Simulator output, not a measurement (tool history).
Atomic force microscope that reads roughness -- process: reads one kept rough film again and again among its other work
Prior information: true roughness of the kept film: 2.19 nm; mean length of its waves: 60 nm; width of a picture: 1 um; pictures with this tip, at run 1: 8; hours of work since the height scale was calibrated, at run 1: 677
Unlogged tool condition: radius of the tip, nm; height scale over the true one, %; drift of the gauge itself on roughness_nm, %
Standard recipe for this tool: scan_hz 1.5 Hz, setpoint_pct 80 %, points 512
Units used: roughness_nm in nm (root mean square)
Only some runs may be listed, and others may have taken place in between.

run,hour,scan_hz,setpoint_pct,points,pictures with this tip,hours of work since the height scale was calibrated,roughness_nm
1,0,1.5,80,512,8,677,2.061
2,18.1,1.5,80,512,40,687,1.998
# hour 46.4: new tip fitted
3,48.1,1.5,80,512,3,704,2.067
4,74.3,1.5,80,512,49,719,1.99
# hour 97.3: new tip fitted
5,99.4,1.5,81,512,4,734,2.053
6,119.6,1.5,81,512,39,745,1.974
7,141.7,1.5,81,512,78,758,1.933
# hour 149.7: new tip fitted
8,160.2,1.5,80,954,19,769,2.029
9,175,2.44,80,954,45,777,1.929
10,191.8,2.44,80,954,75,787,1.909
# hour 200.4: new tip fitted
11,216.3,1.5,80,512,28,801,2.014
12,243,1.5,80,512,75,816,1.956
# hour 252.5: new tip fitted
13,268,1.5,80,512,27,831,2.027
14,281.4,1.5,80,306,51,838,1.993
15,296.3,1.01,80,512,77,847,1.975
# hour 304.5: new tip fitted
16,320.7,1.01,80,512,29,861,2.058
17,342.3,1.03,61,261,67,873,2.031
# hour 356.5: new tip fitted
18,365.3,1.03,61,261,16,886,2.121
19,379.7,1.03,61,261,41,895,2.078
20,395,3.51,78,331,68,904,1.874
# hour 407.3: new tip fitted
21,418.8,2.14,66,627,20,917,2.076
22,440.3,2.14,66,627,58,930,2.008
# hour 459.2: new tip fitted
23,463.9,2.95,68,512,8,943,2.043
24,486.1,0.86,68,845,47,956,2.068
# hour 510.8: new tip fitted
25,511.8,1.5,66,512,1,971,2.106
26,542.2,1.5,64,763,55,988,2.032
27,559.9,1.5,64,763,86,999,2.013
# hour 562.6: new tip fitted
28,582.1,1.4,80,492,34,1011,2.037
29,597.4,1.5,68,430,61,1020,2.027
# hour 615.4: new tip fitted
30,620.5,1.21,81,524,9,1033,2.065
31,651,1.97,63,531,63,1051,2.026
# hour 666.9: new tip fitted
32,674.7,1.97,63,531,14,1064,2.09

Each row is a separate what-if for the run after 32, all from the same tool condition, not one after another. Results?
A,702.7,3.05,57,317,63,1080,?
B,702.7,0.53,80,512,63,1080,?
C,702.7,0.73,80,504,63,1080,?
D,702.7,1.97,86,583,63,1080,?
E,702.7,1.84,77,512,63,1080,?

run,roughness_nm
A,2.014
B,2.027
C,2.012
D,1.895
E,1.968
The same runs, with their run-to-run variation unchanged, on a tool lacking any hidden condition would have given:
run,roughness_nm
A,2.081
B,2.095
C,2.08
D,1.958
E,2.034
